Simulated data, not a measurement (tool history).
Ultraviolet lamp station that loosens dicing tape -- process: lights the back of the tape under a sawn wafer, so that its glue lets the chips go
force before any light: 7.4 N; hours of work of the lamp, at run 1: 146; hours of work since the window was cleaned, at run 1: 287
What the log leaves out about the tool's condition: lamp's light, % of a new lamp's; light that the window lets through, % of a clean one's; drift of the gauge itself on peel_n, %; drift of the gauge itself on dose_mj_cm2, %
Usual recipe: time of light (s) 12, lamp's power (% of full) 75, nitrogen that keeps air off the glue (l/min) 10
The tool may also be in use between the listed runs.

run	hour	time of light (s)	lamp's power (% of full)	nitrogen that keeps air off the glue (l/min)	hours of work of the lamp	hours of work since the window was cleaned	force that peels the tape off (N)	light that reached the tape (mJ/cm2)
1	0	12	75	10	146	287	0.349	529
2	4.5	12	75	10	150	291	0.358	522
3	10.2	12	75	10	154	295	0.352	515
4	18.4	11	75	10	159	300	0.426	477
5	22.7	12	75	10	163	304	0.342	524
6	29.6	12	75	10	167	308	0.369	525
7	36.3	12	75	10	172	313	0.352	525
8	42	12	75	10	176	317	0.339	522
9	46.7	12	75	10	180	321	0.346	523
10	50.9	12	75	10	183	324	0.363	520
11	59.6	12	75	10	189	330	0.354	525
12	66.4	11	75	10	194	335	0.444	480
13	71.3	11	75	10	197	338	0.454	477
14	76.5	11	75	10	201	342	0.416	484
15	83.1	11	73	10	206	346	0.459	461
16	91.3	11	73	10	211	352	0.454	470
17	98.8	11	73	10	217	358	0.461	464
18	106.2	11	73	10	222	363	0.461	464
19	113.4	23	75	10	227	368	0.14	1003
20	119.9	23	75	10	232	373	0.143	1009
21	128.3	23	75	10	238	379	0.138	1004
22	137.1	10	68	5	244	385	0.967	391
23	141	10	68	5	247	388	0.965	395
24	146.7	6	64	5	251	392	2.241	221
25	155.6	6	99	5	257	398	1.227	347
26	163.2	12	73	10	263	404	0.375	507
27	171.2	8	66	9	268	409	1.129	309
28	176.8	8	75	4	272	413	1.387	350
29	183.2	23	75	4	277	418	0.178	994
30	191.1	8	95	7	282	423	0.652	444
31	195.8	17	62	10	286	427	0.245	604
32	199.8	6	62	12	289	430	1.738	215
33	207.1	6	86	6	294	435	1.414	301
34	215.7	6	86	6	300	441	1.469	300
35	222.6	12	60	3	305	446	1.127	419
36	229.6	8	75	8	310	451	0.921	352
# hour 236.4: window cleaned of glue's vapour
37	236.4	12	62	10	314	0	0.552	435
38	240.2	6	68	3	317	3	2.51	235
39	248.9	22	76	16	323	9	0.147	984
40	253.6	20	97	16	327	12	0.132	1125
41	259.9	20	84	16	331	17	0.143	971

A few steps of force that peels the tape off (N) between consecutive runs. Split each: what settings, incoming material and random variation would produce without the hidden state, and what is left over for the hidden state, along with gauge scatter present in only one of the two compared results (measured, and without hidden state):
Run 21 -> 22: time of light (s) 23 -> 10, lamp's power (% of full) 75 -> 68, nitrogen that keeps air off the glue (l/min) 10 -> 5. force that peels the tape off (N) +0.829: hidden state +0.006, all else +0.823.
Run 28 -> 29: time of light (s) 8 -> 23. force that peels the tape off (N) -1.209: hidden state -0.007, all else -1.202.
Run 31 -> 32: time of light (s) 17 -> 6, nitrogen that keeps air off the glue (l/min) 10 -> 12. force that peels the tape off (N) +1.493: hidden state +0.006, all else +1.487.
Run 37 -> 38: time of light (s) 12 -> 6, lamp's power (% of full) 62 -> 68, nitrogen that keeps air off the glue (l/min) 10 -> 3. force that peels the tape off (N) +1.958: hidden state +0.002, all else +1.956.
Run 38 -> 39: time of light (s) 6 -> 22, lamp's power (% of full) 68 -> 76, nitrogen that keeps air off the glue (l/min) 3 -> 16. force that peels the tape off (N) -2.363: hidden state -0.003, all else -2.36.
